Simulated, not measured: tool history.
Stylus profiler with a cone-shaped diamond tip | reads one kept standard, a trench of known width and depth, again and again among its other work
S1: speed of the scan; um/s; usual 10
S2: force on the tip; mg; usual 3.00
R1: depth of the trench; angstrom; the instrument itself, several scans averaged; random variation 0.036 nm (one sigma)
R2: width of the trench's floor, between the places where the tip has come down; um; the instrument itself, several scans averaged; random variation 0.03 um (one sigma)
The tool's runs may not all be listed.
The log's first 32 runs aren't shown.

run    hour  S1    S2      R1     R2
 33  1631.8  10  1.23  1007.2  97.39
 34  1698.3   6  7.53  1024.1  97.35
 35  1752.2  13  1.10  1005.7  97.34
 36  1789.8   3  2.19  1009.7  97.41
 37  1829.3  19  1.75  1007.8  97.32
 38  1872.8  19  1.75  1008.8  97.26
 39  1910.9   6  4.28  1015.8  97.37
 40  1976.3  17  7.98  1025.0  97.32
 41  2017.7  17  7.98  1024.9  97.34
 42  2046.4   5  1.34  1006.5  97.35

Forecast each of these 4 alternatives for the next run:
  A  2086.2  22  1.02   ?   ?
  B  2086.2   2  5.99   ?   ?
  C  2086.2   5  1.34   ?   ?
  D  2086.2   2  3.74   ?   ?

run      R1     R2
  A  1004.7  97.19
  B  1019.8  97.28
  C  1006.1  97.29
  D  1014.4  97.30
Without the tool's hidden state the same runs would have given:
run      R1     R2
  A  1006.5  97.86
  B  1021.6  97.95
  C  1007.8  97.96
  D  1016.1  97.98
